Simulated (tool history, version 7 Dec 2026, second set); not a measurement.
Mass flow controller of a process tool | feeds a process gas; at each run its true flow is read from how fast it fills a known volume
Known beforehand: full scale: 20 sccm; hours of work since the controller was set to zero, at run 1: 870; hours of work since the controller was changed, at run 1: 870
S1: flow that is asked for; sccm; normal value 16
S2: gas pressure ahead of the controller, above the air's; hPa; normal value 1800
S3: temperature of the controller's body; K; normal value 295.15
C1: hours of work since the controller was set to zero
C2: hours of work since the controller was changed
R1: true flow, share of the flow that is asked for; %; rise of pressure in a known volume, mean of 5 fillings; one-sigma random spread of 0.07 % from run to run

| run | hour | S1 | S2 | S3 | C1 | C2 | R1 |
|---|---|---|---|---|---|---|---|
| 1 | 0 | 16 | 1800 | 295.15 | 870 | 870 | 99.28 |
| 2 | 197.2 | 16 | 1800 | 295.15 | 938 | 938 | 99.37 |
| 3 | 404.8 | 16 | 1800 | 295.15 | 1009 | 1009 | 99.23 |
| 4 | 632.2 | 16 | 1800 | 295.15 | 1087 | 1087 | 99.34 |
| 5 | 836.1 | 16 | 1860 | 295.15 | 1157 | 1157 | 99.31 |
| 6 | 1144.5 | 16 | 1860 | 295.15 | 1262 | 1262 | 99.24 |
| 7 | 1368 | 16 | 1860 | 295.15 | 1339 | 1339 | 99.26 |

Run 8, settings as shown, results not yet in. Your forecast:
| 8 | 1522.9 | 4 | 2480 | 295.15 | 1392 | 1392 | ? |

{"run 8": {"R1": 96.4}}
Had the tool carried no hidden state, the very same run would have given R1 97.14 %.
